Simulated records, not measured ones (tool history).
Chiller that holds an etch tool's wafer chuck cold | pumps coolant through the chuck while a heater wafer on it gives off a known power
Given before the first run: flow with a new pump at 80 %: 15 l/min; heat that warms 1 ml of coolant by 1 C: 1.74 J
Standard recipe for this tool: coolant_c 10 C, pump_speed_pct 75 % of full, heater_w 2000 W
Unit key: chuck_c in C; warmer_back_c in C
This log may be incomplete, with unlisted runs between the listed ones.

{"run": 1, "hour": 0.0, "coolant_c": 10, "pump_speed_pct": 75, "heater_w": 2000, "chuck_c": 33.5, "warmer_back_c": 5.35}
{"run": 2, "hour": 51.9, "coolant_c": 10, "pump_speed_pct": 75, "heater_w": 2000, "chuck_c": 33.6, "warmer_back_c": 5.32}
{"run": 3, "hour": 123.8, "coolant_c": 10, "pump_speed_pct": 75, "heater_w": 2000, "chuck_c": 33.5, "warmer_back_c": 5.4}
{"run": 4, "hour": 177.6, "coolant_c": 4, "pump_speed_pct": 75, "heater_w": 2000, "chuck_c": 27.9, "warmer_back_c": 5.39}
{"hour": 227.0, "done": "coolant changed, channels flushed"}
{"run": 5, "hour": 237.2, "coolant_c": 1, "pump_speed_pct": 75, "heater_w": 2000, "chuck_c": 22.1, "warmer_back_c": 5.36}
{"run": 6, "hour": 298.1, "coolant_c": 1, "pump_speed_pct": 99, "heater_w": 2000, "chuck_c": 17.5, "warmer_back_c": 4.07}
{"run": 7, "hour": 335.2, "coolant_c": 1, "pump_speed_pct": 99, "heater_w": 2000, "chuck_c": 17.4, "warmer_back_c": 4.05}
{"run": 8, "hour": 407.2, "coolant_c": 1, "pump_speed_pct": 99, "heater_w": 2000, "chuck_c": 17.6, "warmer_back_c": 3.99}
{"run": 9, "hour": 470.2, "coolant_c": 10, "pump_speed_pct": 75, "heater_w": 2000, "chuck_c": 31.3, "warmer_back_c": 5.44}
{"run": 10, "hour": 542.4, "coolant_c": 10, "pump_speed_pct": 75, "heater_w": 1234, "chuck_c": 22.9, "warmer_back_c": 3.35}
{"run": 11, "hour": 598.6, "coolant_c": 10, "pump_speed_pct": 75, "heater_w": 1234, "chuck_c": 22.9, "warmer_back_c": 3.38}
{"run": 12, "hour": 636.2, "coolant_c": 10, "pump_speed_pct": 75, "heater_w": 1234, "chuck_c": 22.9, "warmer_back_c": 3.32}
{"run": 13, "hour": 705.7, "coolant_c": 10, "pump_speed_pct": 75, "heater_w": 1234, "chuck_c": 22.7, "warmer_back_c": 3.38}
{"run": 14, "hour": 754.7, "coolant_c": 10, "pump_speed_pct": 75, "heater_w": 2000, "chuck_c": 31.6, "warmer_back_c": 5.52}
{"hour": 777.4, "done": "coolant pump overhauled"}
{"run": 15, "hour": 792.8, "coolant_c": 10, "pump_speed_pct": 75, "heater_w": 2000, "chuck_c": 29.5, "warmer_back_c": 4.92}
{"run": 16, "hour": 847.6, "coolant_c": 10, "pump_speed_pct": 75, "heater_w": 2000, "chuck_c": 29.4, "warmer_back_c": 4.83}
{"run": 17, "hour": 911.1, "coolant_c": 1, "pump_speed_pct": 97, "heater_w": 1554, "chuck_c": 13.0, "warmer_back_c": 2.9}
{"run": 18, "hour": 968.5, "coolant_c": 10, "pump_speed_pct": 88, "heater_w": 1369, "chuck_c": 21.4, "warmer_back_c": 2.81}
{"run": 19, "hour": 1012.2, "coolant_c": 10, "pump_speed_pct": 88, "heater_w": 1369, "chuck_c": 21.1, "warmer_back_c": 2.83}
{"run": 20, "hour": 1057.9, "coolant_c": 10, "pump_speed_pct": 61, "heater_w": 1123, "chuck_c": 22.8, "warmer_back_c": 3.45}
{"run": 21, "hour": 1097.8, "coolant_c": 10, "pump_speed_pct": 78, "heater_w": 1024, "chuck_c": 19.1, "warmer_back_c": 2.41}
{"run": 22, "hour": 1143.6, "coolant_c": 10, "pump_speed_pct": 78, "heater_w": 1024, "chuck_c": 19.3, "warmer_back_c": 2.41}

Predict the results of run 23:
{"run": 23, "hour": 1179.5, "coolant_c": 1, "pump_speed_pct": 94, "heater_w": 2935, "chuck_c": "?", "warmer_back_c": "?"}

chuck_c: 25.2 C
warmer_back_c: 5.63 C
On a tool with no hidden condition, and with the same random variation, this run would have come out at chuck_c 25.3 C, warmer_back_c 5.64 C.

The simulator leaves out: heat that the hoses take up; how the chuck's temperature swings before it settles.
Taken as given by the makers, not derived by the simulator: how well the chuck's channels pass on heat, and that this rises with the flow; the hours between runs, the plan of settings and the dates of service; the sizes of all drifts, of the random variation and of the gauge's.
